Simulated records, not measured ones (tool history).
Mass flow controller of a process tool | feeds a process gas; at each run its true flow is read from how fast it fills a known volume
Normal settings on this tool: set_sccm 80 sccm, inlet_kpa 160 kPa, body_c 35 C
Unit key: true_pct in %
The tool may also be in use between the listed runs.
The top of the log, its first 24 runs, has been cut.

| run | hour | set_sccm | inlet_kpa | body_c | true_pct |
|---|---|---|---|---|---|
| 25 | 1282.3 | 30 | 160 | 23 | 98.35 |
| 26 | 1357.2 | 67 | 160 | 35 | 100.38 |
| 27 | 1431.7 | 52 | 277 | 32 | 100.56 |
| 28 | 1491.2 | 52 | 277 | 32 | 100.59 |
| 29 | 1552.9 | 89 | 277 | 35 | 101.97 |
| 30 | 1587.0 | 14 | 160 | 34 | 98.35 |
| 31 | 1660.8 | 14 | 160 | 34 | 98.21 |
| 32 | 1701.5 | 11 | 187 | 21 | 97.01 |

Here are 4 independent what-if runs from the current tool condition. What would each one return?
| A | 1776.4 | 80 | 167 | 35 | ? |
| B | 1776.4 | 16 | 187 | 21 | ? |
| C | 1776.4 | 56 | 160 | 35 | ? |
| D | 1776.4 | 12 | 258 | 24 | ? |

| run | true_pct |
|---|---|
| A | 100.87 |
| B | 97.28 |
| C | 100.06 |
| D | 97.78 |
The same runs, with their run-to-run variation unchanged, on a tool lacking any hidden condition would have given:
| run | true_pct |
|---|---|
| A | 100.10 |
| B | 97.23 |
| C | 99.37 |
| D | 98.03 |
